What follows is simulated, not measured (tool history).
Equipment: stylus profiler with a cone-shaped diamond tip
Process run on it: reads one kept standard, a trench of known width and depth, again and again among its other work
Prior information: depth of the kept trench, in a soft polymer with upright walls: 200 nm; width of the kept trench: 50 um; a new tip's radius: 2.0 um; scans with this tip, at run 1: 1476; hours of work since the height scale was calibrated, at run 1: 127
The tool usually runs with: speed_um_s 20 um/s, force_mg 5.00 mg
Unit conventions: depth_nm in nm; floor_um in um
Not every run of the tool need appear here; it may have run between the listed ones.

| run | day | speed_um_s | force_mg | scans with this tip | hours of work since the height scale was calibrated | depth_nm | floor_um |
|---|---|---|---|---|---|---|---|
| 1 | 0.000 | 20 | 5.00 | 1476 | 127 | 204.18 | 48.00 |
| 2 | 0.592 | 20 | 2.44 | 1600 | 137 | 202.64 | 47.94 |
| 3 | 1.071 | 20 | 3.04 | 1701 | 146 | 202.99 | 47.97 |
| 4 | 1.500 | 21 | 5.00 | 1791 | 154 | 204.21 | 47.98 |
| 5 | 2.100 | 21 | 5.00 | 1917 | 165 | 204.17 | 47.97 |
| 6 | 2.450 | 20 | 9.60 | 1991 | 171 | 206.53 | 47.99 |
| 7 | 2.908 | 20 | 9.60 | 2087 | 179 | 206.50 | 47.98 |
| 8 | 3.354 | 76 | 9.60 | 2181 | 187 | 206.44 | 47.89 |
| 9 | 3.667 | 20 | 5.00 | 2246 | 193 | 204.16 | 47.89 |
| 10 | 3.971 | 20 | 12.73 | 2310 | 198 | 207.87 | 47.94 |
| 11 | 4.608 | 20 | 12.73 | 2444 | 210 | 207.84 | 47.89 |
| 12 | 4.917 | 20 | 12.73 | 2509 | 215 | 207.79 | 47.94 |
| 13 | 5.446 | 20 | 12.73 | 2620 | 225 | 207.80 | 47.86 |
| 14 | 5.821 | 20 | 12.73 | 2699 | 232 | 207.77 | 47.86 |
| 15 | 6.342 | 20 | 8.05 | 2808 | 241 | 205.81 | 47.88 |
| 16 | 6.712 | 63 | 12.52 | 2886 | 248 | 207.74 | 47.80 |
| 17 | 7.062 | 11 | 1.87 | 2960 | 254 | 202.25 | 47.86 |
| 18 | 7.733 | 7 | 11.06 | 3101 | 266 | 207.13 | 47.84 |
| 19 | 8.054 | 10 | 5.00 | 3168 | 272 | 204.24 | 47.81 |
| 20 | 8.525 | 21 | 13.98 | 3267 | 281 | 208.37 | 47.80 |
| 21 | 8.933 | 30 | 5.38 | 3353 | 288 | 204.46 | 47.81 |
| 22 | 9.242 | 5 | 5.38 | 3418 | 293 | 204.50 | 47.82 |
| 23 | 9.950 | 5 | 5.38 | 3567 | 306 | 204.50 | 47.84 |
| 24 | 10.638 | 8 | 2.95 | 3711 | 319 | 203.04 | 47.76 |
| 25 | 11.142 | 8 | 2.95 | 3817 | 328 | 203.04 | 47.77 |
| 26 | 11.600 | 23 | 6.35 | 3913 | 336 | 204.95 | 47.79 |
| 27 | 12.117 | 48 | 4.00 | 4022 | 345 | 203.68 | 47.63 |
| 28 | 12.408 | 55 | 4.79 | 4083 | 351 | 204.16 | 47.64 |
| 29 | 12.962 | 14 | 5.00 | 4199 | 361 | 204.22 | 47.74 |
| 30 | 13.642 | 14 | 5.00 | 4342 | 373 | 204.30 | 47.75 |

Had the tool no unlogged condition, and each run kept its random variation, what would the results have been?
The tool's hidden condition here consists of: radius of the tip, um; height scale over the true one, %; drift of the gauge itself on depth_nm, %; drift of the gauge itself on floor_um, %.
| run | depth_nm | floor_um |
|---|---|---|
| 1 | 204.14 | 48.21 |
| 2 | 202.59 | 48.16 |
| 3 | 202.94 | 48.20 |
| 4 | 204.15 | 48.22 |
| 5 | 204.11 | 48.22 |
| 6 | 206.46 | 48.25 |
| 7 | 206.43 | 48.25 |
| 8 | 206.37 | 48.17 |
| 9 | 204.09 | 48.18 |
| 10 | 207.79 | 48.23 |
| 11 | 207.75 | 48.19 |
| 12 | 207.71 | 48.26 |
| 13 | 207.71 | 48.18 |
| 14 | 207.67 | 48.20 |
| 15 | 205.71 | 48.23 |
| 16 | 207.64 | 48.16 |
| 17 | 202.15 | 48.22 |
| 18 | 207.02 | 48.21 |
| 19 | 204.13 | 48.19 |
| 20 | 208.25 | 48.19 |
| 21 | 204.34 | 48.21 |
| 22 | 204.38 | 48.23 |
| 23 | 204.38 | 48.26 |
| 24 | 202.91 | 48.19 |
| 25 | 202.91 | 48.21 |
| 26 | 204.82 | 48.24 |
| 27 | 203.54 | 48.10 |
| 28 | 204.02 | 48.11 |
| 29 | 204.07 | 48.22 |
| 30 | 204.15 | 48.24 |

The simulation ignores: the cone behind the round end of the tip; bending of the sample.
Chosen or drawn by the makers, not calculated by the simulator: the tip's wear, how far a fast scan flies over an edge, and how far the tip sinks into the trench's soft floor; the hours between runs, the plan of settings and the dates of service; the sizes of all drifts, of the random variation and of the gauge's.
